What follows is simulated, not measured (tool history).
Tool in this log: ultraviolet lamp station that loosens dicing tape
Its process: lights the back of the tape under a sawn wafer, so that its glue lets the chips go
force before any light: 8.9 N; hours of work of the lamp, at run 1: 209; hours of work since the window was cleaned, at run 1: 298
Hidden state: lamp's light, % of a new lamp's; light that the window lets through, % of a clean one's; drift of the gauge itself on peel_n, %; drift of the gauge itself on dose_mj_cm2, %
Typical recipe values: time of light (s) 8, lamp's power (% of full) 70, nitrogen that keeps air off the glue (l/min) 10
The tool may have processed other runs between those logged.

run	hour	time of light (s)	lamp's power (% of full)	nitrogen that keeps air off the glue (l/min)	hours of work of the lamp	hours of work since the window was cleaned	force that peels the tape off (N)	light that reached the tape (mJ/cm²)
1	0.0	8	70	10	209	298	0.842	180
2	40.5	8	70	10	227	315	0.841	175
3	83.9	5	70	10	245	334	1.991	109
4	117.3	5	70	10	259	348	1.980	112
5	144.0	8	70	10	271	359	0.872	170
6	171.4	8	70	10	282	371	0.890	172
7	205.6	8	70	10	297	385	0.895	171
8	245.6	8	70	10	314	402	0.919	171
9	282.7	8	70	10	329	418	0.953	167
10	312.1	8	70	10	342	431	0.937	169
11	345.0	8	70	10	356	445	0.953	165
12	391.0	8	70	10	375	464	0.958	166
13	414.0	8	70	10	385	474	0.987	163
14	452.1	8	70	10	401	490	0.963	160
15	486.7	8	70	10	416	505	1.043	156
# hour 490.9: window cleaned of glue's vapour
16	530.8	14	100	13	435	17	0.197	380
17	559.4	16	78	7	447	29	0.265	344
18	580.7	16	63	7	456	38	0.409	273
# hour 608.8: window cleaned of glue's vapour, once more
19	632.1	16	63	7	477	10	0.299	317
20	657.4	6	94	6	488	21	1.016	175
21	701.9	6	94	6	507	40	0.998	174
22	753.8	4	70	17	529	62	2.431	85
23	786.0	9	83	5	543	75	0.682	231
24	819.9	6	72	3	557	90	2.064	131
25	871.5	6	72	3	579	112	2.236	127
26	901.5	15	70	5	592	124	0.349	315
27	930.5	15	70	5	604	137	0.335	311
28	972.6	15	70	5	622	154	0.351	309
29	999.6	5	87	3	633	166	2.249	128

Below are 5 alternative next runs, each starting from the tool's condition after run 29. Predict each:
A	1043.0	14	90	6	652	184	?	?
B	1043.0	14	88	10	652	184	?	?
C	1043.0	5	73	3	652	184	?	?
D	1043.0	16	87	3	652	184	?	?
E	1043.0	10	96	17	652	184	?	?

run	force that peels the tape off (N)	light that reached the tape (mJ/cm²)
A	0.247	366
B	0.222	362
C	2.776	104
D	0.272	405
E	0.281	281
With the hidden condition removed and each run's random variation left untouched, the same runs would have given:
run	force that peels the tape off (N)	light that reached the tape (mJ/cm²)
A	0.204	444
B	0.192	438
C	2.189	127
D	0.218	491
E	0.219	340
